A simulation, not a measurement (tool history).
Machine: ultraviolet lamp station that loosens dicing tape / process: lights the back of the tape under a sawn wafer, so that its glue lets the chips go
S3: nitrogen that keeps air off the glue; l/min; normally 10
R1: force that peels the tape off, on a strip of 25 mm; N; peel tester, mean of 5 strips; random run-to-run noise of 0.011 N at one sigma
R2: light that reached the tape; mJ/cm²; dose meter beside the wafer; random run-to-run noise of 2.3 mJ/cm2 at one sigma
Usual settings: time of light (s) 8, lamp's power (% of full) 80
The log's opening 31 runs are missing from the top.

{"run": 32, "day": 35.662, "time of light (s)": 8, "lamp's power (% of full)": 65, "S3": 18, "R1": 0.93, "R2": 132}
{"run": 33, "day": 36.683, "time of light (s)": 8, "lamp's power (% of full)": 65, "S3": 18, "R1": 0.951, "R2": 134}
{"run": 34, "day": 37.462, "time of light (s)": 4, "lamp's power (% of full)": 80, "S3": 10, "R1": 2.52, "R2": 79}
{"run": 35, "day": 38.425, "time of light (s)": 9, "lamp's power (% of full)": 80, "S3": 10, "R1": 0.642, "R2": 183}
{"run": 36, "day": 39.825, "time of light (s)": 8, "lamp's power (% of full)": 67, "S3": 7, "R1": 1.328, "R2": 133}
{"run": 37, "day": 40.504, "time of light (s)": 13, "lamp's power (% of full)": 74, "S3": 9, "R1": 0.416, "R2": 242}
{"run": 38, "day": 41.404, "time of light (s)": 13, "lamp's power (% of full)": 74, "S3": 9, "R1": 0.407, "R2": 236}
{"run": 39, "day": 42.692, "time of light (s)": 13, "lamp's power (% of full)": 74, "S3": 9, "R1": 0.429, "R2": 236}
{"run": 40, "day": 43.688, "time of light (s)": 7, "lamp's power (% of full)": 71, "S3": 4, "R1": 2.04, "R2": 122}

Each row is a separate what-if for the run after 40, all from the same tool condition, not one after another. Results?
{"run": "A", "day": 44.812, "time of light (s)": 8, "lamp's power (% of full)": 70, "S3": 11, "R1": "?", "R2": "?"}
{"run": "B", "day": 44.812, "time of light (s)": 8, "lamp's power (% of full)": 69, "S3": 10, "R1": "?", "R2": "?"}
{"run": "C", "day": 44.812, "time of light (s)": 7, "lamp's power (% of full)": 80, "S3": 4, "R1": "?", "R2": "?"}
{"run": "D", "day": 44.812, "time of light (s)": 8, "lamp's power (% of full)": 64, "S3": 10, "R1": "?", "R2": "?"}

run=A R1=1.131 R2=137
run=B R1=1.212 R2=132
run=C R1=1.683 R2=135
run=D R1=1.347 R2=121
What these runs would have given with no unlogged condition in the tool:
run=A R1=0.601 R2=190
run=B R1=0.648 R2=184
run=C R1=0.951 R2=188
run=D R1=0.731 R2=169
